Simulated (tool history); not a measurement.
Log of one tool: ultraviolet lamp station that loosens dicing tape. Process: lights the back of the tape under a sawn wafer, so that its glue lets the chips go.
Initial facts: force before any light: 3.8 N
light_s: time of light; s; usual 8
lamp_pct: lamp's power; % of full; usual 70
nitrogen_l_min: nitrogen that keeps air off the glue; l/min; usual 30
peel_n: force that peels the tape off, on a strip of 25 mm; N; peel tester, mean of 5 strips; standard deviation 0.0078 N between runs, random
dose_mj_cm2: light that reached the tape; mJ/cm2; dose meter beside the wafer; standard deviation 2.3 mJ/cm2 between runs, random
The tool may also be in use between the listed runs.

run,hour,light_s,lamp_pct,nitrogen_l_min,peel_n,dose_mj_cm2
1,0,8,70,30,0.35,196
# hour 5: window cleaned of glue's vapour
2,5.7,8,70,30,0.376,185
3,14.8,7,70,30,0.461,159
4,20.3,8,82,30,0.33,212
5,26,8,82,30,0.306,213
6,32.9,8,82,30,0.324,212
# hour 37.2: window cleaned of glue's vapour, once more
7,38,8,70,30,0.308,217
8,43.9,8,70,37,0.291,219
9,51.6,8,70,37,0.293,218
10,58.2,8,70,37,0.295,218
11,66.4,8,91,37,0.247,275
12,76.3,8,91,37,0.256,275
13,85.6,8,91,16,0.311,272
14,92.7,8,70,30,0.319,212
15,101.8,8,70,55,0.279,213
16,111.8,8,70,55,0.289,212
17,116.9,8,70,30,0.318,211
18,121.3,8,70,30,0.325,207
19,129.2,8,70,30,0.326,213
20,135.3,8,70,30,0.327,211
21,141.5,8,70,30,0.337,214
22,146.8,12,70,30,0.251,313
23,154.4,6,63,30,0.566,139
24,161.7,10,70,56,0.25,258
25,170.8,5,62,30,0.755,115
26,180.4,8,70,41,0.294,206
27,187.5,8,94,24,0.279,277
28,195.5,9,70,17,0.374,230
29,200.3,5,80,20,0.649,149
30,205.7,5,80,20,0.643,144
31,213.5,8,70,17,0.447,204
32,219.8,8,70,17,0.45,201
33,224.8,8,69,17,0.457,200
34,234.6,8,75,55,0.282,213
35,244.7,7,76,43,0.318,191
36,250.2,6,66,25,0.61,142
37,257.1,8,82,30,0.285,233
38,264.9,9,77,51,0.251,244
39,270.6,9,77,51,0.252,248
40,278.7,14,64,18,0.279,320
41,287,14,64,18,0.276,311
42,294.7,8,75,30,0.317,206

5 options for the next run, each taken on its own from the tool as it stands now. Forecast them:
A,304.9,5,75,30,?,?
B,304.9,8,65,9,?,?
C,304.9,9,75,53,?,?
D,304.9,5,66,41,?,?
E,304.9,9,64,14,?,?

run,peel_n,dose_mj_cm2
A,0.623,128
B,0.742,180
C,0.261,232
D,0.639,109
E,0.501,200
Take away the tool's hidden state, keep each run's random variation, and the runs would have read:
run,peel_n,dose_mj_cm2
A,0.501,150
B,0.6,210
C,0.245,271
D,0.516,128
E,0.407,233

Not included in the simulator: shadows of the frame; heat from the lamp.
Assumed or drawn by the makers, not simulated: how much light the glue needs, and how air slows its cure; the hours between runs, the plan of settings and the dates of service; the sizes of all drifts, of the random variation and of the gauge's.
